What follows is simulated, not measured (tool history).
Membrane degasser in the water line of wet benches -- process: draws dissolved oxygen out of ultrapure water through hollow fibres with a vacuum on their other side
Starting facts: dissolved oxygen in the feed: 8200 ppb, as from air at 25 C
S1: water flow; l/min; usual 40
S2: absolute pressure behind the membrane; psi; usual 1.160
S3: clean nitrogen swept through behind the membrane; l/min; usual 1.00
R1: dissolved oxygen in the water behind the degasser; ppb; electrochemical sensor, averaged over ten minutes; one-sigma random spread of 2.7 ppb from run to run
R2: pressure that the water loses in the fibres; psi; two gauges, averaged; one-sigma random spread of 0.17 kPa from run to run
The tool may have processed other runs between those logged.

{"run": 1, "hour": 0.0, "S1": 40, "S2": 1.16, "S3": 1.0, "R1": 387.5, "R2": 4.049}
{"run": 2, "hour": 127.0, "S1": 40, "S2": 1.727, "S3": 1.0, "R1": 675.5, "R2": 4.138}
{"run": 3, "hour": 266.6, "S1": 40, "S2": 1.727, "S3": 1.0, "R1": 671.7, "R2": 4.077}
{"run": 4, "hour": 483.3, "S1": 40, "S2": 1.727, "S3": 1.0, "R1": 669.1, "R2": 4.09}
{"run": 5, "hour": 636.8, "S1": 40, "S2": 1.727, "S3": 1.0, "R1": 668.6, "R2": 4.099}
{"run": 6, "hour": 805.7, "S1": 40, "S2": 1.16, "S3": 1.0, "R1": 386.0, "R2": 4.109}
{"run": 7, "hour": 1007.9, "S1": 40, "S2": 1.16, "S3": 1.0, "R1": 387.0, "R2": 4.129}
{"run": 8, "hour": 1227.6, "S1": 40, "S2": 1.16, "S3": 1.0, "R1": 390.0, "R2": 4.074}
{"hour": 1369.4, "done": "vacuum gauge calibrated"}
{"run": 9, "hour": 1437.8, "S1": 40, "S2": 1.16, "S3": 1.0, "R1": 394.0, "R2": 4.073}
{"run": 10, "hour": 1630.4, "S1": 25, "S2": 1.16, "S3": 1.0, "R1": 265.9, "R2": 2.547}
{"run": 11, "hour": 1724.5, "S1": 32, "S2": 1.16, "S3": 1.0, "R1": 330.3, "R2": 3.26}
{"run": 12, "hour": 1907.4, "S1": 32, "S2": 1.16, "S3": 1.0, "R1": 328.3, "R2": 3.285}
{"run": 13, "hour": 2072.9, "S1": 32, "S2": 1.16, "S3": 1.0, "R1": 333.0, "R2": 3.25}
{"hour": 2167.2, "done": "vacuum gauge calibrated, once more"}
{"run": 14, "hour": 2176.9, "S1": 48, "S2": 1.16, "S3": 2.2, "R1": 232.6, "R2": 4.904}
{"run": 15, "hour": 2334.8, "S1": 55, "S2": 1.862, "S3": 0.81, "R1": 1058.0, "R2": 5.683}
{"run": 16, "hour": 2489.1, "S1": 40, "S2": 1.374, "S3": 1.0, "R1": 483.9, "R2": 4.154}
{"run": 17, "hour": 2641.9, "S1": 40, "S2": 2.641, "S3": 1.0, "R1": 1079.2, "R2": 4.136}
{"run": 18, "hour": 2738.6, "S1": 40, "S2": 2.641, "S3": 1.0, "R1": 1072.2, "R2": 4.165}
{"run": 19, "hour": 2855.0, "S1": 40, "S2": 2.641, "S3": 1.0, "R1": 1092.3, "R2": 4.129}

What if the next run were any one of these 4? Each begins from the tool's condition after run 19:
{"run": "A", "hour": 2989.5, "S1": 62, "S2": 1.578, "S3": 1.59, "R1": "?", "R2": "?"}
{"run": "B", "hour": 2989.5, "S1": 40, "S2": 1.009, "S3": 0.43, "R1": "?", "R2": "?"}
{"run": "C", "hour": 2989.5, "S1": 41, "S2": 1.365, "S3": 1.0, "R1": "?", "R2": "?"}
{"run": "D", "hour": 2989.5, "S1": 40, "S2": 2.377, "S3": 1.32, "R1": "?", "R2": "?"}

run=A R1=593.5 R2=6.396
run=B R1=532.3 R2=4.086
run=C R1=488.0 R2=4.187
run=D R1=781.5 R2=4.131
The same runs, with their run-to-run variation unchanged, on a tool lacking any hidden condition would have given:
run=A R1=589.6 R2=6.238
run=B R1=533.2 R2=3.983
run=C R1=486.4 R2=4.081
run=D R1=778.7 R2=4.028
